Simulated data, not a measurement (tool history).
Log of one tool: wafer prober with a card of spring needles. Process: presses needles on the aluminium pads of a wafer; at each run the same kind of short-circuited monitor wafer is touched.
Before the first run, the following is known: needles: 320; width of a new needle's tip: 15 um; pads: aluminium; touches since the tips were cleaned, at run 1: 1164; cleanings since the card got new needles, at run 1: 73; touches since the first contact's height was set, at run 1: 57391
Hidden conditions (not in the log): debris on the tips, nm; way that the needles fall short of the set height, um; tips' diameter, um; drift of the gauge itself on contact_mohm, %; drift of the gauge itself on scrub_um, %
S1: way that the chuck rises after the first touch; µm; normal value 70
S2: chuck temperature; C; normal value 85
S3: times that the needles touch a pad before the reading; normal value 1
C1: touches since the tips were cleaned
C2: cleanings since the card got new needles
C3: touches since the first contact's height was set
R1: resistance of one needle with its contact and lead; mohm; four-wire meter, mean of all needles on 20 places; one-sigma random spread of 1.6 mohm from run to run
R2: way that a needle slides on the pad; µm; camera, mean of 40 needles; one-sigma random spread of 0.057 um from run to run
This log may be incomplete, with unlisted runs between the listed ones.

Run 1, hour 0.0: usual settings; C1 1164; C2 73; C3 57391. Result: R1 186 mohm, R2 14.41 µm.
At hour 1.8: tips cleaned on abrasive film.
Run 2, hour 4.6: usual settings; C1 1888; C2 74; C3 60402. Result: R1 190 mohm, R2 14.41 µm.
At hour 6.0: tips cleaned on abrasive film.
At hour 10.0: tips cleaned on abrasive film.
At hour 13.9: tips cleaned on abrasive film.
Run 3, hour 14.5: usual settings; C1 345; C2 77; C3 66760. Result: R1 174 mohm, R2 14.31 µm.
At hour 17.7: tips cleaned on abrasive film.
At hour 21.6: tips cleaned on abrasive film.
At hour 23.3: height of the first contact set anew.
Run 4, hour 24.3: usual settings; C1 1617; C2 79; C3 683. Result: R1 194 mohm, R2 13.82 µm.
At hour 25.5: tips cleaned on abrasive film.
At hour 29.1: tips cleaned on abrasive film.
At hour 33.2: tips cleaned on abrasive film.
Run 5, hour 33.2: usual settings but S3 2; C1 0; C2 82; C3 6377. Result: R1 167 mohm, R2 13.82 µm.
At hour 37.0: tips cleaned on abrasive film.
Run 6, hour 39.5: usual settings but S3 2; C1 1639; C2 83; C3 10525. Result: R1 186 mohm, R2 13.72 µm.
At hour 40.7: tips cleaned on abrasive film.
Run 7, hour 43.8: usual settings but S3 2; C1 2042; C2 84; C3 13308. Result: R1 184 mohm, R2 13.78 µm.
At hour 44.6: tips cleaned on abrasive film.
At hour 48.2: tips cleaned on abrasive film.
At hour 49.0: height of the first contact set anew, once more.
At hour 52.2: tips cleaned on abrasive film.
Run 8, hour 53.6: usual settings but S3 2; C1 945; C2 87; C3 3017. Result: R1 175 mohm, R2 14.89 µm.
At hour 55.7: tips cleaned on abrasive film.
Run 9, hour 57.7: usual settings but S3 2; C1 1293; C2 88; C3 5619. Result: R1 180 mohm, R2 14.84 µm.
At hour 59.7: tips cleaned on abrasive film.
At hour 63.8: tips cleaned on abrasive film.
Run 10, hour 66.8: usual settings but S1 53 µm, S3 2; C1 2016; C2 90; C3 11602. Result: R1 203 mohm, R2 11.15 µm.
At hour 67.5: tips cleaned on abrasive film.
At hour 71.3: tips cleaned on abrasive film.
At hour 74.9: tips cleaned on abrasive film.
Run 11, hour 76.5: usual settings; C1 1065; C2 93; C3 17852. Result: R1 190 mohm, R2 14.69 µm.
At hour 78.9: tips cleaned on abrasive film.
Run 12, hour 82.3: usual settings; C1 2216; C2 94; C3 21630. Result: R1 201 mohm, R2 14.65 µm.
At hour 83.2: tips cleaned on abrasive film.
At hour 86.9: tips cleaned on abrasive film.
Run 13, hour 88.3: usual settings; C1 907; C2 96; C3 25515. Result: R1 184 mohm, R2 14.73 µm.
At hour 90.5: tips cleaned on abrasive film.
Run 14, hour 93.5: usual settings; C1 1973; C2 97; C3 28896. Result: R1 194 mohm, R2 14.55 µm.
At hour 94.1: tips cleaned on abrasive film.
At hour 97.6: tips cleaned on abrasive film.
At hour 101.3: tips cleaned on abrasive film.
Run 15, hour 101.6: usual settings but S2 39 C; C1 186; C2 100; C3 34136. Result: R1 167 mohm, R2 14.51 µm.
At hour 105.1: tips cleaned on abrasive film.
Run 16, hour 107.3: usual settings but S1 65 µm, S2 49 C, S3 3; C1 1450; C2 101; C3 37839. Result: R1 167 mohm, R2 13.53 µm.
At hour 108.6: tips cleaned on abrasive film.
At hour 112.4: tips cleaned on abrasive film.
Run 17, hour 113.0: usual settings; C1 385; C2 103; C3 41530. Result: R1 177 mohm, R2 14.54 µm.
At hour 116.6: tips cleaned on abrasive film.
At hour 120.6: tips cleaned on abrasive film.
Run 18, hour 121.4: usual settings but S1 59 µm, S2 26 C, S3 2; C1 510; C2 105; C3 46987. Result: R1 168 mohm, R2 12.06 µm.
At hour 124.7: tips cleaned on abrasive film.
At hour 128.2: tips cleaned on abrasive film.
Run 19, hour 129.7: usual settings but S1 59 µm, S2 26 C, S3 2; C1 978; C2 107; C3 52372. Result: R1 175 mohm, R2 12.00 µm.
At hour 131.7: tips cleaned on abrasive film.
At hour 135.3: tips cleaned on abrasive film.
Run 20, hour 137.2: usual settings but S1 52 µm; C1 1279; C2 109; C3 57257. Result: R1 210 mohm, R2 10.50 µm.
At hour 139.1: tips cleaned on abrasive film.
At hour 142.6: tips cleaned on abrasive film.
At hour 146.3: tips cleaned on abrasive film.
Run 21, hour 146.3: usual settings but S1 55 µm, S2 88 C; C1 0; C2 112; C3 63153. Result: R1 174 mohm, R2 11.06 µm.
At hour 150.4: tips cleaned on abrasive film.
Run 22, hour 152.9: usual settings but S1 55 µm, S2 88 C; C1 1659; C2 113; C3 67483. Result: R1 217 mohm, R2 11.02 µm.
At hour 154.6: tips cleaned on abrasive film.
At hour 158.1: tips cleaned on abrasive film.
Run 23, hour 158.8: usual settings; C1 489; C2 115; C3 71262. Result: R1 178 mohm, R2 14.18 µm.
At hour 160.5: height of the first contact set anew.
At hour 162.1: tips cleaned on abrasive film.
Run 24, hour 164.8: usual settings but S1 52 µm; C1 1758; C2 116; C3 2791. Result: R1 217 mohm, R2 11.04 µm.
At hour 166.3: tips cleaned on abrasive film.
At hour 170.0: tips cleaned on abrasive film.
Run 25, hour 172.5: usual settings; C1 1685; C2 118; C3 7829. Result: R1 192 mohm, R2 14.78 µm.
At hour 173.7: tips cleaned on abrasive film.
At hour 177.4: tips cleaned on abrasive film.
Run 26, hour 180.6: usual settings but S1 73 µm, S2 100 C, S3 3; C1 2181; C2 120; C3 13108. Result: R1 181 mohm, R2 15.38 µm.
At hour 181.4: tips cleaned on abrasive film.
At hour 185.2: tips cleaned on abrasive film.
Run 27, hour 187.9: usual settings but S1 73 µm, S2 100 C, S3 3; C1 1773; C2 122; C3 17813. Result: R1 179 mohm, R2 15.37 µm.
At hour 188.9: tips cleaned on abrasive film.
At hour 192.6: tips cleaned on abrasive film.
Run 28, hour 193.2: usual settings but S2 62 C, S3 2; C1 379; C2 124; C3 21195. Result: R1 171 mohm, R2 14.62 µm.
At hour 196.3: tips cleaned on abrasive film.
Run 29, hour 197.6: usual settings but S1 55 µm, S2 104 C; C1 879; C2 125; C3 24116. Result: R1 201 mohm, R2 11.40 µm.
At hour 200.2: tips cleaned on abrasive film.
Run 30, hour 202.5: usual settings but S2 105 C, S3 2; C1 1537; C2 126; C3 27290. Result: R1 185 mohm, R2 14.55 µm.

For each entry between runs, how does the tool's hidden state at the last listed run before it compare with that at the first listed run after it?
Runs 1 to 2: tips cleaned on abrasive film (hour 1.8)
  debris on the tips, nm: 50.6 -> 74.4; way that the needles fall short of the set height, um: 2.33 -> 2.41; tips' diameter, um: 17.82 -> 17.85
  the result without the hidden state subtracted from the measured one, R1: +21 -> +30 mohm; R2: -0.49 -> -0.52 µm
Runs 2 to 3: tips cleaned on abrasive film (hour 6.0); tips cleaned on abrasive film (hour 10.0); tips cleaned on abrasive film (hour 13.9)
  debris on the tips, nm: 74.4 -> 19.6; way that the needles fall short of the set height, um: 2.41 -> 2.75; tips' diameter, um: 17.85 -> 17.97
  the result without the hidden state subtracted from the measured one, R1: +30 -> +10 mohm; R2: -0.52 -> -0.59 µm
Runs 3 to 4: tips cleaned on abrasive film (hour 17.7); tips cleaned on abrasive film (hour 21.6); height of the first contact set anew (hour 23.3)
  debris on the tips, nm: 19.6 -> 69; way that the needles fall short of the set height, um: 2.75 -> 4.64; tips' diameter, um: 17.97 -> 18.06
  the result without the hidden state subtracted from the measured one, R1: +10 -> +31 mohm; R2: -0.59 -> -0.98 µm
Runs 4 to 5: tips cleaned on abrasive film (hour 25.5); tips cleaned on abrasive film (hour 29.1); tips cleaned on abrasive film (hour 33.2)
  debris on the tips, nm: 69 -> 9.7; way that the needles fall short of the set height, um: 4.64 -> 4.98; tips' diameter, um: 18.06 -> 18.17
  the result without the hidden state subtracted from the measured one, R1: +31 -> +5 mohm; R2: -0.98 -> -1.06 µm
Runs 5 to 6: tips cleaned on abrasive film (hour 37.0)
  debris on the tips, nm: 9.7 -> 72.8; way that the needles fall short of the set height, um: 4.98 -> 5.11; tips' diameter, um: 18.17 -> 18.22
  the result without the hidden state subtracted from the measured one, R1: +5 -> +21 mohm; R2: -1.06 -> -1.08 µm
Runs 6 to 7: tips cleaned on abrasive film (hour 40.7)
  debris on the tips, nm: 72.8 -> 82.1; way that the needles fall short of the set height, um: 5.11 -> 5.24; tips' diameter, um: 18.22 -> 18.26
  the result without the hidden state subtracted from the measured one, R1: +21 -> +24 mohm; R2: -1.08 -> -1.11 µm
Runs 7 to 8: tips cleaned on abrasive film (hour 44.6); tips cleaned on abrasive film (hour 48.2); height of the first contact set anew, once more (hour 49.0); tips cleaned on abrasive film (hour 52.2)
  debris on the tips, nm: 82.1 -> 44.8; way that the needles fall short of the set height, um: 5.24 -> 0.09; tips' diameter, um: 18.26 -> 18.4
  the result without the hidden state subtracted from the measured one, R1: +24 -> +12 mohm; R2: -1.11 -> -0.02 µm
Runs 8 to 9: tips cleaned on abrasive film (hour 55.7)
  debris on the tips, nm: 44.8 -> 58.5; way that the needles fall short of the set height, um: 0.09 -> 0.18; tips' diameter, um: 18.4 -> 18.43
  the result without the hidden state subtracted from the measured one, R1: +12 -> +15 mohm; R2: -0.02 -> -0.04 µm
Runs 9 to 10: tips cleaned on abrasive film (hour 59.7); tips cleaned on abrasive film (hour 63.8)
  debris on the tips, nm: 58.5 -> 86.7; way that the needles fall short of the set height, um: 0.18 -> 0.35; tips' diameter, um: 18.43 -> 18.49
  the result without the hidden state subtracted from the measured one, R1: +15 -> +35 mohm; R2: -0.04 -> -0.07 µm
Runs 10 to 11: tips cleaned on abrasive film (hour 67.5); tips cleaned on abrasive film (hour 71.3); tips cleaned on abrasive film (hour 74.9)
  debris on the tips, nm: 86.7 -> 54.5; way that the needles fall short of the set height, um: 0.35 -> 0.7; tips' diameter, um: 18.49 -> 18.61
  the result without the hidden state subtracted from the measured one, R1: +35 -> +24 mohm; R2: -0.07 -> -0.15 µm
Runs 11 to 12: tips cleaned on abrasive film (hour 78.9)
  debris on the tips, nm: 54.5 -> 83.5; way that the needles fall short of the set height, um: 0.7 -> 0.83; tips' diameter, um: 18.61 -> 18.65
  the result without the hidden state subtracted from the measured one, R1: +24 -> +36 mohm; R2: -0.15 -> -0.17 µm
Runs 12 to 13: tips cleaned on abrasive film (hour 83.2); tips cleaned on abrasive film (hour 86.9)
  debris on the tips, nm: 83.5 -> 46.7; way that the needles fall short of the set height, um: 0.83 -> 1.07; tips' diameter, um: 18.65 -> 18.74
  the result without the hidden state subtracted from the measured one, R1: +36 -> +20 mohm; R2: -0.17 -> -0.23 µm
Runs 13 to 14: tips cleaned on abrasive film (hour 90.5)
  debris on the tips, nm: 46.7 -> 76; way that the needles fall short of the set height, um: 1.07 -> 1.19; tips' diameter, um: 18.74 -> 18.78
  the result without the hidden state subtracted from the measured one, R1: +20 -> +32 mohm; R2: -0.23 -> -0.25 µm
Runs 14 to 15: tips cleaned on abrasive film (hour 94.1); tips cleaned on abrasive film (hour 97.6); tips cleaned on abrasive film (hour 101.3)
  debris on the tips, nm: 76 -> 17.6; way that the needles fall short of the set height, um: 1.19 -> 1.5; tips' diameter, um: 18.78 -> 18.89
  the result without the hidden state subtracted from the measured one, R1: +32 -> +10 mohm; R2: -0.25 -> -0.32 µm
Runs 15 to 16: tips cleaned on abrasive film (hour 105.1)
  debris on the tips, nm: 17.6 -> 63.2; way that the needles fall short of the set height, um: 1.5 -> 1.6; tips' diameter, um: 18.89 -> 18.92
  the result without the hidden state subtracted from the measured one, R1: +10 -> +13 mohm; R2: -0.32 -> -0.34 µm
Runs 16 to 17: tips cleaned on abrasive film (hour 108.6); tips cleaned on abrasive film (hour 112.4)
  debris on the tips, nm: 63.2 -> 24.3; way that the needles fall short of the set height, um: 1.6 -> 1.82; tips' diameter, um: 18.92 -> 19
  the result without the hidden state subtracted from the measured one, R1: +13 -> +12 mohm; R2: -0.34 -> -0.39 µm
Runs 17 to 18: tips cleaned on abrasive film (hour 116.6); tips cleaned on abrasive film (hour 120.6)
  debris on the tips, nm: 24.3 -> 31; way that the needles fall short of the set height, um: 1.82 -> 2.06; tips' diameter, um: 19 -> 19.08
  the result without the hidden state subtracted from the measured one, R1: +12 -> +14 mohm; R2: -0.39 -> -0.44 µm
Runs 18 to 19: tips cleaned on abrasive film (hour 124.7); tips cleaned on abrasive film (hour 128.2)
  debris on the tips, nm: 31 -> 46.1; way that the needles fall short of the set height, um: 2.06 -> 2.29; tips' diameter, um: 19.08 -> 19.17
  the result without the hidden state subtracted from the measured one, R1: +14 -> +20 mohm; R2: -0.44 -> -0.49 µm
Runs 19 to 20: tips cleaned on abrasive film (hour 131.7); tips cleaned on abrasive film (hour 135.3)
  debris on the tips, nm: 46.1 -> 53.5; way that the needles fall short of the set height, um: 2.29 -> 2.55; tips' diameter, um: 19.17 -> 19.26
  the result without the hidden state subtracted from the measured one, R1: +20 -> +44 mohm; R2: -0.49 -> -0.55 µm
Runs 20 to 21: tips cleaned on abrasive film (hour 139.1); tips cleaned on abrasive film (hour 142.6); tips cleaned on abrasive film (hour 146.3)
  debris on the tips, nm: 53.5 -> 6.1; way that the needles fall short of the set height, um: 2.55 -> 2.92; tips' diameter, um: 19.26 -> 19.39
  the result without the hidden state subtracted from the measured one, R1: +44 -> +8 mohm; R2: -0.55 -> -0.62 µm
Runs 21 to 22: tips cleaned on abrasive film (hour 150.4)
  debris on the tips, nm: 6.1 -> 68.2; way that the needles fall short of the set height, um: 2.92 -> 3.04; tips' diameter, um: 19.39 -> 19.43
  the result without the hidden state subtracted from the measured one, R1: +8 -> +50 mohm; R2: -0.62 -> -0.64 µm
Runs 22 to 23: tips cleaned on abrasive film (hour 154.6); tips cleaned on abrasive film (hour 158.1)
  debris on the tips, nm: 68.2 -> 26.4; way that the needles fall short of the set height, um: 3.04 -> 3.26; tips' diameter, um: 19.43 -> 19.5
  the result without the hidden state subtracted from the measured one, R1: +50 -> +14 mohm; R2: -0.64 -> -0.69 µm
Runs 23 to 24: height of the first contact set anew (hour 160.5); tips cleaned on abrasive film (hour 162.1)
  debris on the tips, nm: 26.4 -> 70.7; way that the needles fall short of the set height, um: 3.26 -> 0.11; tips' diameter, um: 19.5 -> 19.54
  the result without the hidden state subtracted from the measured one, R1: +14 -> +52 mohm; R2: -0.69 -> -0.02 µm
Runs 24 to 25: tips cleaned on abrasive film (hour 166.3); tips cleaned on abrasive film (hour 170.0)
  debris on the tips, nm: 70.7 -> 66.7; way that the needles fall short of the set height, um: 0.11 -> 0.35; tips' diameter, um: 19.54 -> 19.63
  the result without the hidden state subtracted from the measured one, R1: +52 -> +30 mohm; R2: -0.02 -> -0.08 µm
Runs 25 to 26: tips cleaned on abrasive film (hour 173.7); tips cleaned on abrasive film (hour 177.4)
  debris on the tips, nm: 66.7 -> 91.6; way that the needles fall short of the set height, um: 0.35 -> 0.58; tips' diameter, um: 19.63 -> 19.71
  the result without the hidden state subtracted from the measured one, R1: +30 -> +15 mohm; R2: -0.08 -> -0.13 µm
Runs 26 to 27: tips cleaned on abrasive film (hour 181.4); tips cleaned on abrasive film (hour 185.2)
  debris on the tips, nm: 91.6 -> 76.6; way that the needles fall short of the set height, um: 0.58 -> 0.81; tips' diameter, um: 19.71 -> 19.79
  the result without the hidden state subtracted from the measured one, R1: +15 -> +13 mohm; R2: -0.13 -> -0.17 µm
Runs 27 to 28: tips cleaned on abrasive film (hour 188.9); tips cleaned on abrasive film (hour 192.6)
  debris on the tips, nm: 76.6 -> 22.5; way that the needles fall short of the set height, um: 0.81 -> 1.01; tips' diameter, um: 19.79 -> 19.86
  the result without the hidden state subtracted from the measured one, R1: +13 -> +9 mohm; R2: -0.17 -> -0.22 µm
Runs 28 to 29: tips cleaned on abrasive film (hour 196.3)
  debris on the tips, nm: 22.5 -> 40.8; way that the needles fall short of the set height, um: 1.01 -> 1.14; tips' diameter, um: 19.86 -> 19.91
  the result without the hidden state subtracted from the measured one, R1: +9 -> +31 mohm; R2: -0.22 -> -0.24 µm
Runs 29 to 30: tips cleaned on abrasive film (hour 200.2)
  debris on the tips, nm: 40.8 -> 68.7; way that the needles fall short of the set height, um: 1.14 -> 1.23; tips' diameter, um: 19.91 -> 19.93
  the result without the hidden state subtracted from the measured one, R1: +31 -> +20 mohm; R2: -0.24 -> -0.26 µm

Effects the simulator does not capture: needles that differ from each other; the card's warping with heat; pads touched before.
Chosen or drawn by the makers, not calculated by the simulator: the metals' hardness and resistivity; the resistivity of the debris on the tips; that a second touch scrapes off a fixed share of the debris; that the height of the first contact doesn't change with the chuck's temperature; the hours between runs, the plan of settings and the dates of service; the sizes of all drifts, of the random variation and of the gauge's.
